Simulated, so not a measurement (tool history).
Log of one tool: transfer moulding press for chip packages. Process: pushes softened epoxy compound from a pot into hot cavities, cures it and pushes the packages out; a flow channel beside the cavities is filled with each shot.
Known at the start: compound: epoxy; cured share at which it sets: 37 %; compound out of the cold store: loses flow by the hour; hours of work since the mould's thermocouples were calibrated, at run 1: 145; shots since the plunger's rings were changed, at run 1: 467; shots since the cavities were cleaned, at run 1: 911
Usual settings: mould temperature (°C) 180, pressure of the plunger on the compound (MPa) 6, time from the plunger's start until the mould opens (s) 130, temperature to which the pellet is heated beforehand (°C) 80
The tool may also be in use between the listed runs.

| run | hour | mould temperature (°C) | pressure of the plunger on the compound (MPa) | time from the plunger's start until the mould opens (s) | temperature to which the pellet is heated beforehand (°C) | hours of work since the mould's thermocouples were calibrated | shots since the plunger's rings were changed | shots since the cavities were cleaned | incoming compound's hours out of the cold store | length that the compound runs in the flow channel (mm) | greatest force on the pins that push the packages out (N) |
|---|---|---|---|---|---|---|---|---|---|---|---|
| 1 | 0 | 180 | 6 | 130 | 80 | 145 | 467 | 911 | 20.8 | 979 | 523 |
|  | 7.4 | cavities cleaned with cleaning compound and waxed |
| 2 | 25.8 | 180 | 6 | 130 | 80 | 158 | 647 | 136 | 38 | 916 | 661 |
| 3 | 46.5 | 180 | 6 | 130 | 80 | 169 | 799 | 288 | 31.7 | 937 | 654 |
| 4 | 60.3 | 180 | 6 | 130 | 80 | 176 | 902 | 391 | 41.9 | 895 | 622 |
|  | 73.3 | cavities cleaned with cleaning compound and waxed, once more |
| 5 | 86.1 | 180 | 6 | 130 | 80 | 189 | 1081 | 94 | 28.2 | 943 | 298 |
| 6 | 106.5 | 180 | 6 | 130 | 80 | 199 | 1232 | 245 | 42.4 | 898 | 368 |
| 7 | 130.5 | 180 | 6 | 130 | 80 | 212 | 1410 | 423 | 19.7 | 976 | 442 |
| 8 | 146.4 | 180 | 6 | 130 | 80 | 220 | 1526 | 539 | 38.8 | 903 | 443 |
| 9 | 161.7 | 180 | 5.93 | 130 | 80 | 228 | 1640 | 653 | 36.8 | 904 | 463 |
| 10 | 183.4 | 181 | 6 | 130 | 80 | 239 | 1800 | 813 | 28.7 | 930 | 479 |
|  | 203.9 | cavities cleaned with cleaning compound and waxed |
| 11 | 211.1 | 181 | 6 | 130 | 80 | 253 | 1993 | 53 | 8.1 | 1007 | 293 |
| 12 | 231.6 | 182 | 7.06 | 130 | 80 | 264 | 2145 | 205 | 18 | 1041 | 337 |
| 13 | 253.8 | 173 | 4.73 | 166 | 85 | 275 | 2309 | 369 | 15.4 | 893 | 419 |
| 14 | 275.4 | 180 | 6 | 147 | 80 | 286 | 2469 | 529 | 27.2 | 933 | 409 |
| 15 | 299.7 | 180 | 6 | 147 | 80 | 299 | 2648 | 708 | 26 | 939 | 473 |
| 16 | 317.3 | 180 | 6 | 147 | 80 | 308 | 2778 | 838 | 13.3 | 983 | 445 |
|  | 333.5 | cavities cleaned with cleaning compound and waxed |
| 17 | 338.4 | 188 | 6.24 | 116 | 71 | 318 | 2923 | 37 | 36.1 | 891 | 250 |
| 18 | 349.7 | 182 | 6 | 163 | 75 | 324 | 3006 | 120 | 35 | 896 | 268 |
| 19 | 371.3 | 185 | 5.12 | 130 | 87 | 335 | 3166 | 280 | 12.9 | 882 | 340 |
| 20 | 389.4 | 185 | 5.12 | 130 | 87 | 345 | 3299 | 413 | 33 | 822 | 368 |

Some steps in length that the compound runs in the flow channel (mm) between neighbouring runs. How much of each would the tool show without its hidden state too (settings, what came in, random variation), and how much is left for the hidden state, with any gauge scatter that isn't in both results?
The hidden state here: true mould temperature over the reading, C; pressure that reaches the compound, % of what is set; grip of the stained cavities, % over clean ones'; drift of the gauge itself on flow_mm, %; drift of the gauge itself on push_out_n, %.
Run 6 -> 7: no setting changed, nothing entered. length that the compound runs in the flow channel (mm) +78: hidden state -4, all else +82.
Run 10 -> 11: cavities cleaned with cleaning compound and waxed. length that the compound runs in the flow channel (mm) +77: hidden state -4, all else +81.
Run 12 -> 13: mould temperature (°C) 182 -> 173, pressure of the plunger on the compound (MPa) 7.06 -> 4.73, time from the plunger's start until the mould opens (s) 130 -> 166, temperature to which the pellet is heated beforehand (°C) 80 -> 85. length that the compound runs in the flow channel (mm) -148: hidden state +2, all else -150.
Run 16 -> 17: mould temperature (°C) 180 -> 188, pressure of the plunger on the compound (MPa) 6 -> 6.24, time from the plunger's start until the mould opens (s) 147 -> 116, temperature to which the pellet is heated beforehand (°C) 80 -> 71, cavities cleaned with cleaning compound and waxed. length that the compound runs in the flow channel (mm) -92: hidden state +1, all else -93.
